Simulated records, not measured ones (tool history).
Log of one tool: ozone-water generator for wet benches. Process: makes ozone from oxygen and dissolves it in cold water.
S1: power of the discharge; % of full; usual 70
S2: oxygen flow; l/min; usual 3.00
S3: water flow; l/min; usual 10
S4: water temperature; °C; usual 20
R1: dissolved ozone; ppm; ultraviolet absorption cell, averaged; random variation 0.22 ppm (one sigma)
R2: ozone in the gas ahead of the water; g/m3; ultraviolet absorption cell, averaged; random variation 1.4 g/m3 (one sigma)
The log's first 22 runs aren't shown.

run     day  S1    S2  S3  S4    R1     R2
 23  18.092  70  3.00   8  21  37.6  263.9
 24  18.838  70  3.00   8  21  37.6  261.1
 25  19.488  43  4.96  10  13  22.3  123.5
 26  20.662  43  4.96  10  13  22.0  122.7
 27  21.900  72  3.52  10  13  37.6  243.2
 28  22.733  72  3.52  10  13  37.2  243.8
 29  23.496  72  3.86  14  13  28.9  231.7
 30  24.617  72  2.25  14  13  29.0  325.3
 31  25.250  72  2.25  14  13  28.7  324.2
 32  26.150  72  2.25  14  13  29.0  323.9

Forecast each of these 4 alternatives for the next run:
  A  26.958  70  2.48  10  19   ?   ?
  B  26.958  72  2.25  14  16   ?   ?
  C  26.958  47  2.05  12  13   ?   ?
  D  26.958  47  3.69  10  20   ?   ?

run    R1     R2
  A  34.4  299.2
  B  28.1  326.6
  C  22.1  232.0
  D  22.0  160.8
Without the tool's hidden state the same runs would have given:
run    R1     R2
  A  34.4  291.8
  B  28.1  318.5
  C  22.1  226.2
  D  22.0  156.8
